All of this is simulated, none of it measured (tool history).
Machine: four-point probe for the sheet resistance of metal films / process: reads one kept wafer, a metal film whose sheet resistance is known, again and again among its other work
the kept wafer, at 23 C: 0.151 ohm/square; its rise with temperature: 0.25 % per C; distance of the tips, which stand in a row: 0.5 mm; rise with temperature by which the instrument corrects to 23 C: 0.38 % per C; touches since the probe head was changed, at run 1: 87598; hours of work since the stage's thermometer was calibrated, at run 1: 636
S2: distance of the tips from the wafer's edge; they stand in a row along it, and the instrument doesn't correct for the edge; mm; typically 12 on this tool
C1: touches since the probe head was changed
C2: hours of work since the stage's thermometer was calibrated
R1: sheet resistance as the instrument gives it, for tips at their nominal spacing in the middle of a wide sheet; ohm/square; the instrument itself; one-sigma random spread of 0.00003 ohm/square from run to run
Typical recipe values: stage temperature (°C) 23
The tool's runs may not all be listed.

run 1 day=0 | stage_temperature_(°C)=23 S2=12 | C1=87598 C2=636 | R1=0.151147
run 2 day=1.308 | stage_temperature_(°C)=23 S2=12 | C1=88825 C2=651 | R1=0.151081
run 3 day=2.733 | stage_temperature_(°C)=23 S2=12 | C1=90160 C2=668 | R1=0.151062
run 4 day=4.225 | stage_temperature_(°C)=23 S2=12 | C1=91561 C2=685 | R1=0.151115
run 5 day=5.75 | stage_temperature_(°C)=23 S2=12 | C1=92991 C2=703 | R1=0.151015
run 6 day=6.562 | stage_temperature_(°C)=23 S2=12 | C1=93752 C2=713 | R1=0.151044
run 7 day=8.121 | stage_temperature_(°C)=23 S2=12 | C1=95214 C2=731 | R1=0.151126
run 8 day=9.712 | stage_temperature_(°C)=27 S2=12 | C1=96708 C2=750 | R1=0.150308
run 9 day=11.1 | stage_temperature_(°C)=23 S2=12 | C1=98008 C2=766 | R1=0.151062
run 10 day=11.929 | stage_temperature_(°C)=23 S2=12 | C1=98787 C2=776 | R1=0.151025
run 11 day=12.875 | stage_temperature_(°C)=34 S2=10 | C1=99672 C2=787 | R1=0.149048
run 12 day=13.879 | stage_temperature_(°C)=25 S2=4 | C1=100615 C2=799 | R1=0.151744
run 13 day=15.258 | stage_temperature_(°C)=25 S2=4 | C1=101908 C2=815 | R1=0.151819
run 14 day=16.133 | stage_temperature_(°C)=26 S2=36 | C1=102728 C2=826 | R1=0.150339
run 15 day=17.508 | stage_temperature_(°C)=26 S2=36 | C1=104020 C2=842 | R1=0.150328
run 16 day=18.846 | stage_temperature_(°C)=23 S2=3 | C1=105272 C2=857 | R1=0.153104
run 17 day=20.483 | stage_temperature_(°C)=21 S2=4 | C1=106810 C2=877 | R1=0.152483
run 18 day=21.458 | stage_temperature_(°C)=25 S2=12 | C1=107721 C2=888 | R1=0.15055
run 19 day=22.312 | stage_temperature_(°C)=25 S2=12 | C1=108526 C2=898 | R1=0.150579
run 20 day=23.617 | stage_temperature_(°C)=25 S2=12 | C1=109747 C2=914 | R1=0.150532

Predict each of these 3 candidate next runs independently; none follows another, all start after run 20:
run A day=24.358 | stage_temperature_(°C)=33 S2=17 | C1=110444 C2=922 | R1=?
run B day=24.358 | stage_temperature_(°C)=34 S2=20 | C1=110444 C2=922 | R1=?
run C day=24.358 | stage_temperature_(°C)=20 S2=12 | C1=110444 C2=922 | R1=?

run=A R1=0.148962
run=B R1=0.148826
run=C R1=0.151499
With the hidden condition removed and each run's random variation left untouched, the same runs would have given:
run=A R1=0.149166
run=B R1=0.149029
run=C R1=0.151705

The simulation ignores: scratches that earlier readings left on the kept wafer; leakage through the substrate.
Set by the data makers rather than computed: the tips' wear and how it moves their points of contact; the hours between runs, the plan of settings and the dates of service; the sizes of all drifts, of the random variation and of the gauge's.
